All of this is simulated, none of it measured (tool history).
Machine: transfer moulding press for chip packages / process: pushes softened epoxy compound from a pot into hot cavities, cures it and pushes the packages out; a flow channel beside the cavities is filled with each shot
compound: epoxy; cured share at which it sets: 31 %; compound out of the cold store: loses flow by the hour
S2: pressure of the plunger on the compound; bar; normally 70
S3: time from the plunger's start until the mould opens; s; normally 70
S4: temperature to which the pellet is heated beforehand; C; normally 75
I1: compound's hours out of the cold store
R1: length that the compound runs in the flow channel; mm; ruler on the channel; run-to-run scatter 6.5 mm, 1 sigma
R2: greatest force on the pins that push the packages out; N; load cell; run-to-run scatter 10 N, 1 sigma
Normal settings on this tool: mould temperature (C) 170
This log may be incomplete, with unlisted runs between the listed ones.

Run 1, hour 0: usual settings; I1 25.3. Result: R1 674 mm, R2 713 N.
At hour 18.5: cavities cleaned with cleaning compound and waxed.
Run 2, hour 38.2: usual settings; I1 35.7. Result: R1 652 mm, R2 766 N.
At hour 52.2: plunger's sealing rings changed.
At hour 53.7: cavities cleaned with cleaning compound and waxed.
Run 3, hour 79: usual settings; I1 9.2. Result: R1 813 mm, R2 843 N.
At hour 85: cavities cleaned with cleaning compound and waxed.
At hour 117.9: cavities cleaned with cleaning compound and waxed.
At hour 133.4: mould's thermocouples calibrated.
At hour 153.2: cavities cleaned with cleaning compound and waxed.
Run 4, hour 162.8: usual settings; I1 12.2. Result: R1 787 mm, R2 731 N.
At hour 187.8: cavities cleaned with cleaning compound and waxed.
At hour 219.7: cavities cleaned with cleaning compound and waxed.
Run 5, hour 236: usual settings; I1 19.6. Result: R1 741 mm, R2 829 N.
At hour 249.2: cavities cleaned with cleaning compound and waxed.
At hour 283.4: cavities cleaned with cleaning compound and waxed.
Run 6, hour 289.8: usual settings; I1 11.6. Result: R1 743 mm, R2 643 N.
At hour 312.8: cavities cleaned with cleaning compound and waxed.
At hour 343.8: cavities cleaned with cleaning compound and waxed.
Run 7, hour 364.1: usual settings but S4 73 C; I1 10.6. Result: R1 732 mm, R2 851 N.
At hour 378.1: cavities cleaned with cleaning compound and waxed.
At hour 407.2: cavities cleaned with cleaning compound and waxed.
Run 8, hour 429.7: usual settings; I1 10.1. Result: R1 713 mm, R2 889 N.
At hour 441.5: cavities cleaned with cleaning compound and waxed.
At hour 477.9: plunger's sealing rings changed.
At hour 479.4: cavities cleaned with cleaning compound and waxed.
Run 9, hour 501.7: usual settings but S3 83 s; I1 13.6. Result: R1 826 mm, R2 784 N.
At hour 513.3: cavities cleaned with cleaning compound and waxed.
At hour 542.4: cavities cleaned with cleaning compound and waxed.
At hour 571.1: cavities cleaned with cleaning compound and waxed.
Run 10, hour 571.1: usual settings but S3 83 s; I1 43.5. Result: R1 707 mm, R2 459 N.
At hour 601.7: cavities cleaned with cleaning compound and waxed.
Run 11, hour 628.4: usual settings but S3 83 s; I1 27.8. Result: R1 729 mm, R2 853 N.
At hour 636.7: cavities cleaned with cleaning compound and waxed.
At hour 669.7: cavities cleaned with cleaning compound and waxed.
At hour 700.7: cavities cleaned with cleaning compound and waxed.
Run 12, hour 700.7: usual settings but S3 83 s; I1 41. Result: R1 658 mm, R2 457 N.
At hour 735: cavities cleaned with cleaning compound and waxed.
Run 13, hour 758.8: usual settings but S3 83 s, S4 68 C; I1 43.5. Result: R1 645 mm, R2 775 N.
At hour 764.2: cavities cleaned with cleaning compound and waxed.
At hour 795.9: cavities cleaned with cleaning compound and waxed.
At hour 830: cavities cleaned with cleaning compound and waxed.
Run 14, hour 830.6: usual settings but S2 72.7 bar, S3 86 s; I1 41.5. Result: R1 661 mm, R2 462 N.
At hour 859.9: mould's thermocouples calibrated.
At hour 861.4: cavities cleaned with cleaning compound and waxed.
Run 15, hour 869.4: usual settings but S2 72.7 bar, S3 86 s, S4 76 C; I1 10.9. Result: R1 729 mm, R2 629 N.
At hour 891.3: cavities cleaned with cleaning compound and waxed.
At hour 905.3: plunger's sealing rings changed.
Run 16, hour 910.4: usual settings but S3 102 s, S4 66 C; I1 33.5. Result: R1 748 mm, R2 730 N.
At hour 925.7: cavities cleaned with cleaning compound and waxed.
At hour 957.1: cavities cleaned with cleaning compound and waxed.
Run 17, hour 977.6: usual settings but S3 102 s, S4 66 C; I1 40.9. Result: R1 708 mm, R2 757 N.
At hour 985.8: cavities cleaned with cleaning compound and waxed.
At hour 1016.3: cavities cleaned with cleaning compound and waxed.
Run 18, hour 1036.9: usual settings but S2 58.3 bar, S3 102 s, S4 66 C; I1 20.1. Result: R1 684 mm, R2 741 N.
At hour 1045.2: cavities cleaned with cleaning compound and waxed.
At hour 1078.6: cavities cleaned with cleaning compound and waxed.
At hour 1107.4: cavities cleaned with cleaning compound and waxed.
Run 19, hour 1107.4: usual settings but S2 58.3 bar, S3 102 s, S4 66 C; I1 40.1. Result: R1 615 mm, R2 445 N.
At hour 1140.1: cavities cleaned with cleaning compound and waxed.
At hour 1169.8: cavities cleaned with cleaning compound and waxed.
Run 20, hour 1169.8: usual settings but mould temperature (C) 173, S2 58.3 bar, S3 66 s, S4 66 C; I1 34.1. Result: R1 609 mm, R2 478 N.
At hour 1200.1: cavities cleaned with cleaning compound and waxed.
At hour 1232.5: cavities cleaned with cleaning compound and waxed.
Run 21, hour 1244.3: usual settings but mould temperature (C) 173, S2 58.3 bar, S3 66 s, S4 66 C; I1 40.2. Result: R1 589 mm, R2 695 N.
At hour 1263.2: cavities cleaned with cleaning compound and waxed.
At hour 1295.5: cavities cleaned with cleaning compound and waxed.
Run 22, hour 1314.1: usual settings but mould temperature (C) 171, S2 72.7 bar, S3 66 s, S4 76 C; I1 32.6. Result: R1 646 mm, R2 826 N.
At hour 1323.5: plunger's sealing rings changed.
At hour 1331: cavities cleaned with cleaning compound and waxed.
At hour 1362.1: cavities cleaned with cleaning compound and waxed.
Run 23, hour 1370: usual settings but S2 60.1 bar; I1 43.9. Result: R1 649 mm, R2 677 N.
At hour 1391.6: cavities cleaned with cleaning compound and waxed.
At hour 1421.4: cavities cleaned with cleaning compound and waxed.
At hour 1450.7: cavities cleaned with cleaning compound and waxed.
Run 24, hour 1457.4: usual settings but mould temperature (C) 171, S2 81.2 bar, S3 68 s, S4 67 C; I1 33.5. Result: R1 765 mm, R2 613 N.

3 options for the next run, each taken on its own from the tool as it stands now. Forecast them:
At hour 1484: cavities cleaned with cleaning compound and waxed.
Run A, hour 1499.7: usual settings but mould temperature (C) 171, S2 68.5 bar, S3 68 s, S4 67 C; I1 35.8. Result: R1 ?, R2 ?.
At hour 1484: cavities cleaned with cleaning compound and waxed.
Run B, hour 1499.7: usual settings but mould temperature (C) 173, S2 73.3 bar; I1 22.1. Result: R1 ?, R2 ?.
At hour 1484: cavities cleaned with cleaning compound and waxed.
Run C, hour 1499.7: usual settings but S2 75.1 bar, S3 108 s, S4 71 C; I1 12.9. Result: R1 ?, R2 ?.

run   R1   R2
  A  676  809
  B  737  776
  C  786  729
Without the tool's hidden state the same runs would have given:
run   R1   R2
  A  717  497
  B  781  472
  C  834  439
